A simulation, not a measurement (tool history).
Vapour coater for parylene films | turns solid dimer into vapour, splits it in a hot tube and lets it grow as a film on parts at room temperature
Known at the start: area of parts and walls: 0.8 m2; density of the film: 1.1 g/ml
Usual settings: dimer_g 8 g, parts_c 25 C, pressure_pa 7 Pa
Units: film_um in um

Run 1, hour 0: usual settings. Result: film_um 5.59 um.
Run 2, hour 77.7: usual settings. Result: film_um 5.49 um.
Run 3, hour 132: usual settings. Result: film_um 5.34 um.
Run 4, hour 188.8: usual settings but dimer_g 10 g. Result: film_um 6.59 um.
Run 5, hour 274.1: usual settings but dimer_g 10 g. Result: film_um 6.48 um.
At hour 284.7: trap's valve overhauled.
Run 6, hour 328.7: usual settings. Result: film_um 4.82 um.
Run 7, hour 388.9: usual settings. Result: film_um 4.77 um.
Run 8, hour 432.7: usual settings. Result: film_um 4.67 um.
At hour 497.5: trap's valve overhauled, once more.
Run 9, hour 513.2: usual settings. Result: film_um 5.76 um.
Run 10, hour 557.5: usual settings. Result: film_um 5.58 um.
Run 11, hour 621.1: usual settings but parts_c 28 C, pressure_pa 4.82 Pa. Result: film_um 5.2 um.

Forecast each of these 3 alternatives for the next run:
Run A, hour 710.1: usual settings but parts_c 18 C, pressure_pa 9.06 Pa. Result: film_um ?.
Run B, hour 710.1: usual settings but parts_c 33 C, pressure_pa 3.11 Pa. Result: film_um ?.
Run C, hour 710.1: usual settings but dimer_g 4 g, parts_c 32 C. Result: film_um ?.

run  film_um
  A     6.57
  B     4.45
  C     2.15
Without the tool's hidden state the same runs would have given:
run  film_um
  A     6.88
  B     4.66
  C     2.25

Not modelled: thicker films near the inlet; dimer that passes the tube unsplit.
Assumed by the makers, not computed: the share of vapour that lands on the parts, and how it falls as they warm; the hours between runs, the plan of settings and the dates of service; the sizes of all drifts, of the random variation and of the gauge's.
